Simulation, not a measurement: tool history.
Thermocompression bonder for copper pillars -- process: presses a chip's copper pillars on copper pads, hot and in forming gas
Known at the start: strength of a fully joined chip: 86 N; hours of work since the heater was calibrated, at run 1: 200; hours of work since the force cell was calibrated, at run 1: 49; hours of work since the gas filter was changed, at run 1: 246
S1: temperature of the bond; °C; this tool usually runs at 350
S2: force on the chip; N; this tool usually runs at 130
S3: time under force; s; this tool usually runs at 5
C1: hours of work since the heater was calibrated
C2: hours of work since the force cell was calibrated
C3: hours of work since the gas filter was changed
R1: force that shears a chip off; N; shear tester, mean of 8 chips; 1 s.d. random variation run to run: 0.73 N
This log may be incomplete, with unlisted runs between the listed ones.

run 1 day=0.000 | S1=350 S2=130 S3=5 | C1=200 C2=49 C3=246 | R1=51.2
run 2 day=1.817 | S1=350 S2=130 S3=5 | C1=227 C2=76 C3=273 | R1=50.5
run 3 day=3.412 | S1=345 S2=130 S3=5 | C1=251 C2=100 C3=297 | R1=49.4
-- day=3.854 forming gas filter changed
run 4 day=4.350 | S1=345 S2=130 S3=5 | C1=265 C2=114 C3=7 | R1=50.7
run 5 day=5.521 | S1=345 S2=130 S3=5 | C1=283 C2=131 C3=25 | R1=51.2
run 6 day=6.525 | S1=345 S2=130 S3=5 | C1=298 C2=146 C3=40 | R1=51.4
-- day=6.696 force cell calibrated
run 7 day=7.712 | S1=350 S2=130 S3=5 | C1=315 C2=15 C3=57 | R1=53.7
run 8 day=9.308 | S1=350 S2=130 S3=5 | C1=339 C2=39 C3=81 | R1=50.3
run 9 day=10.233 | S1=350 S2=130 S3=5 | C1=353 C2=53 C3=95 | R1=52.1
run 10 day=11.871 | S1=350 S2=115 S3=5 | C1=377 C2=78 C3=119 | R1=49.2
run 11 day=12.833 | S1=350 S2=115 S3=5 | C1=392 C2=92 C3=134 | R1=47.9
run 12 day=14.483 | S1=360 S2=89 S3=8 | C1=416 C2=117 C3=159 | R1=50.6
-- day=15.558 force cell calibrated, once more
run 13 day=15.558 | S1=352 S2=167 S3=9 | C1=432 C2=0 C3=174 | R1=65.4
run 14 day=17.371 | S1=352 S2=88 S3=4 | C1=459 C2=27 C3=201 | R1=38.2
run 15 day=19.017 | S1=349 S2=95 S3=5 | C1=483 C2=52 C3=226 | R1=41.7
run 16 day=20.067 | S1=347 S2=90 S3=5 | C1=499 C2=68 C3=241 | R1=40.7
run 17 day=21.117 | S1=347 S2=90 S3=5 | C1=515 C2=83 C3=257 | R1=40.3
run 18 day=22.738 | S1=329 S2=124 S3=4 | C1=539 C2=108 C3=282 | R1=39.0
-- day=24.200 forming gas filter changed
run 19 day=24.483 | S1=368 S2=95 S3=7 | C1=565 C2=134 C3=4 | R1=54.7
run 20 day=25.283 | S1=368 S2=95 S3=7 | C1=577 C2=146 C3=16 | R1=53.9
run 21 day=26.146 | S1=368 S2=116 S3=7 | C1=590 C2=159 C3=29 | R1=57.8
run 22 day=27.338 | S1=354 S2=195 S3=5 | C1=608 C2=176 C3=47 | R1=63.2

Predict each of these 4 candidate next runs independently; none follows another, all start after run 22:
run A day=28.275 | S1=343 S2=153 S3=5 | C1=622 C2=191 C3=61 | R1=?
run B day=28.275 | S1=324 S2=113 S3=8 | C1=622 C2=191 C3=61 | R1=?
run C day=28.275 | S1=374 S2=195 S3=5 | C1=622 C2=191 C3=61 | R1=?
run D day=28.275 | S1=354 S2=195 S3=3 | C1=622 C2=191 C3=61 | R1=?

run=A R1=52.7
run=B R1=47.8
run=C R1=67.7
run=D R1=55.3
What these runs would have given with no unlogged condition in the tool:
run=A R1=54.6
run=B R1=49.6
run=C R1=69.5
run=D R1=57.1

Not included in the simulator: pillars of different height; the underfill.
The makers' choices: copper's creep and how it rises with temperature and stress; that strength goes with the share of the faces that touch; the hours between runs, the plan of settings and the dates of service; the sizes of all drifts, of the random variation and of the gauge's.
